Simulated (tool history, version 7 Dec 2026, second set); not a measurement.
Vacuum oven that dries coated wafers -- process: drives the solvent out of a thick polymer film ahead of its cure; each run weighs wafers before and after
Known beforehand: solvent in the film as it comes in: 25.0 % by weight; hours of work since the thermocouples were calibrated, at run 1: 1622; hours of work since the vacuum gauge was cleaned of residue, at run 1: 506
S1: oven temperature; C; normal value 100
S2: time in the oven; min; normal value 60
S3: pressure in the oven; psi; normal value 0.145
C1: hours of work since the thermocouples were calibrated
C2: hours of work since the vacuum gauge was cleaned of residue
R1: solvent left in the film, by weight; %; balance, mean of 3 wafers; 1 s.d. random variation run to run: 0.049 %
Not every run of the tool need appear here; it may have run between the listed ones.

run 1 hour=0 | S1=100 S2=60 S3=0.145 | C1=1622 C2=506 | R1=2.66
run 2 hour=60.5 | S1=100 S2=60 S3=0.145 | C1=1665 C2=550 | R1=2.62
run 3 hour=142.3 | S1=100 S2=60 S3=0.145 | C1=1724 C2=609 | R1=2.59
run 4 hour=182.3 | S1=100 S2=60 S3=0.145 | C1=1753 C2=637 | R1=2.67
-- hour=221.5 oven's thermocouples calibrated
run 5 hour=229.6 | S1=100 S2=96 S3=0.145 | C1=6 C2=670 | R1=0.85
run 6 hour=268.1 | S1=100 S2=96 S3=0.145 | C1=34 C2=698 | R1=0.94
run 7 hour=311.4 | S1=100 S2=36 S3=0.145 | C1=65 C2=729 | R1=5.85
run 8 hour=390.4 | S1=100 S2=36 S3=0.145 | C1=122 C2=786 | R1=5.7
run 9 hour=437.7 | S1=100 S2=60 S3=0.103 | C1=156 C2=820 | R1=2.5
run 10 hour=498.3 | S1=100 S2=60 S3=0.103 | C1=199 C2=864 | R1=2.53
run 11 hour=581.4 | S1=100 S2=60 S3=0.103 | C1=259 C2=923 | R1=2.59
run 12 hour=661.3 | S1=100 S2=60 S3=0.094 | C1=317 C2=981 | R1=2.64
run 13 hour=749 | S1=100 S2=60 S3=0.081 | C1=380 C2=1044 | R1=2.5
run 14 hour=819.6 | S1=100 S2=60 S3=0.081 | C1=431 C2=1095 | R1=2.58
run 15 hour=872.4 | S1=100 S2=60 S3=0.145 | C1=469 C2=1133 | R1=2.67
run 16 hour=923.1 | S1=100 S2=60 S3=0.145 | C1=505 C2=1170 | R1=2.66
run 17 hour=960.2 | S1=100 S2=60 S3=0.145 | C1=532 C2=1196 | R1=2.66
run 18 hour=1012.1 | S1=100 S2=60 S3=0.145 | C1=570 C2=1234 | R1=2.61
run 19 hour=1099.5 | S1=100 S2=60 S3=0.145 | C1=633 C2=1297 | R1=2.66
run 20 hour=1179.7 | S1=100 S2=60 S3=0.145 | C1=690 C2=1354 | R1=2.64
run 21 hour=1241.8 | S1=100 S2=55 S3=0.199 | C1=735 C2=1399 | R1=3.16
run 22 hour=1304.4 | S1=106 S2=55 S3=0.145 | C1=780 C2=1444 | R1=1.81
run 23 hour=1356.9 | S1=90 S2=60 S3=0.215 | C1=818 C2=1482 | R1=5.44
run 24 hour=1402 | S1=90 S2=60 S3=0.215 | C1=850 C2=1515 | R1=5.46
run 25 hour=1464.5 | S1=100 S2=76 S3=0.145 | C1=896 C2=1560 | R1=1.66
run 26 hour=1523.9 | S1=100 S2=82 S3=0.348 | C1=938 C2=1602 | R1=1.68
run 27 hour=1593.9 | S1=100 S2=32 S3=0.088 | C1=989 C2=1653 | R1=6.71
run 28 hour=1676.2 | S1=94 S2=30 S3=0.189 | C1=1048 C2=1712 | R1=9.12
run 29 hour=1759.4 | S1=101 S2=60 S3=0.145 | C1=1108 C2=1772 | R1=2.37
run 30 hour=1835.9 | S1=101 S2=60 S3=0.145 | C1=1163 C2=1827 | R1=2.45
run 31 hour=1872.5 | S1=92 S2=58 S3=0.116 | C1=1190 C2=1854 | R1=4.86
run 32 hour=1924.2 | S1=93 S2=31 S3=0.129 | C1=1227 C2=1891 | R1=9.07
run 33 hour=1980 | S1=93 S2=31 S3=0.129 | C1=1267 C2=1931 | R1=9.05
run 34 hour=2061.5 | S1=93 S2=31 S3=0.129 | C1=1326 C2=1990 | R1=9.17
run 35 hour=2129.6 | S1=112 S2=50 S3=0.145 | C1=1375 C2=2039 | R1=1.33
run 36 hour=2166.5 | S1=112 S2=50 S3=0.145 | C1=1401 C2=2065 | R1=1.28
run 37 hour=2245.1 | S1=112 S2=58 S3=0.145 | C1=1458 C2=2122 | R1=0.89
run 38 hour=2305.1 | S1=88 S2=76 S3=0.142 | C1=1501 C2=2165 | R1=4.35
run 39 hour=2375.9 | S1=88 S2=76 S3=0.142 | C1=1552 C2=2216 | R1=4.34
run 40 hour=2452.6 | S1=100 S2=31 S3=0.252 | C1=1607 C2=2272 | R1=7

4 options for the next run, each taken on its own from the tool as it stands now. Forecast them:
run A hour=2536.1 | S1=111 S2=100 S3=0.191 | C1=1668 C2=2332 | R1=?
run B hour=2536.1 | S1=101 S2=69 S3=0.091 | C1=1668 C2=2332 | R1=?
run C hour=2536.1 | S1=100 S2=31 S3=0.191 | C1=1668 C2=2332 | R1=?
run D hour=2536.1 | S1=88 S2=78 S3=0.145 | C1=1668 C2=2332 | R1=?

run=A R1=0.38
run=B R1=1.72
run=C R1=7.04
run=D R1=4.25
What these runs would have given with no unlogged condition in the tool:
run=A R1=0.37
run=B R1=1.68
run=C R1=6.99
run=D R1=4.19
